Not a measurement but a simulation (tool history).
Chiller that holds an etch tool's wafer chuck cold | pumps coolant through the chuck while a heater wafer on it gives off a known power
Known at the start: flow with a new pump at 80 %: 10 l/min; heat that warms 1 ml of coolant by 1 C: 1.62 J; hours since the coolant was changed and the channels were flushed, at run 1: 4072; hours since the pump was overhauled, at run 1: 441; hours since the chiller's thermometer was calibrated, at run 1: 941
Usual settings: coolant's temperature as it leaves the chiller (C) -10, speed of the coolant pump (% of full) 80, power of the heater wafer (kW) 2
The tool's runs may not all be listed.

run	hour	coolant's temperature as it leaves the chiller (C)	speed of the coolant pump (% of full)	power of the heater wafer (kW)	hours since the coolant was changed and the channels were flushed	hours since the pump was overhauled	hours since the chiller's thermometer was calibrated	chuck's temperature once it has settled (C)	how much warmer the coolant comes back (C)
1	0	-10	80	2	4072	441	941	4	7.39
2	13.6	-10	80	2	4085	455	955	3.9	7.42
3	38.1	-10	80	2	4110	479	979	3.8	7.52
4	63.5	-13	80	2	4135	505	1005	0.9	7.43
5	81.9	-13	80	2	4154	523	1023	0.9	7.49
6	96	-13	92	2	4168	537	1037	-0.6	6.58
7	114.9	-13	92	2	4187	556	1056	-0.8	6.56
8	129.4	-10	66	2	4201	571	1071	6.4	9.08
9	147.5	-10	99	2	4219	589	1089	1.5	6.14
10	172.1	-10	99	2	4244	613	1114	1.3	6.15
11	194.6	-10	99	2	4266	636	1136	1.6	6.19
12	222.8	-10	97	1.335	4295	664	1164	-2.1	4.28
13	251.1	-10	77	2	4323	692	1193	4.6	7.89
14	274.6	-13	78	2.592	4346	716	1216	5.5	10.03
15	300.1	-9	72	2.592	4372	741	1241	10.6	10.83
16	330.8	-10	80	1.761	4403	772	1272	2	6.74
17	354.6	-10	80	1.761	4426	796	1296	2.1	6.8
18	374.9	-10	80	1.761	4447	816	1316	2.2	6.86
19	400.2	-10	80	2.873	4472	841	1342	9.8	10.86
20	425.6	-6	91	1.258	4497	867	1367	1.7	4.47
21	448.9	-6	91	1.258	4521	890	1390	1.8	4.49

Forecast each of these 4 alternatives for the next run:
# hour 469: gauge calibrated
A	477.2	-18	63	1.259	4549	918	1419	?	?
# hour 469: gauge calibrated
B	477.2	-3	98	1.03	4549	918	1419	?	?
# hour 469: gauge calibrated
C	477.2	-7	67	1.787	4549	918	1419	?	?
# hour 469: gauge calibrated
D	477.2	-10	62	1.347	4549	918	1419	?	?

run	chuck's temperature once it has settled (C)	how much warmer the coolant comes back (C)
A	-7.2	5.92
B	3	3.11
C	7.6	7.9
D	1.6	6.41
Without the tool's hidden state the same runs would have given:
run	chuck's temperature once it has settled (C)	how much warmer the coolant comes back (C)
A	-7.2	5.91
B	2.9	3.11
C	7.5	7.89
D	1.6	6.4
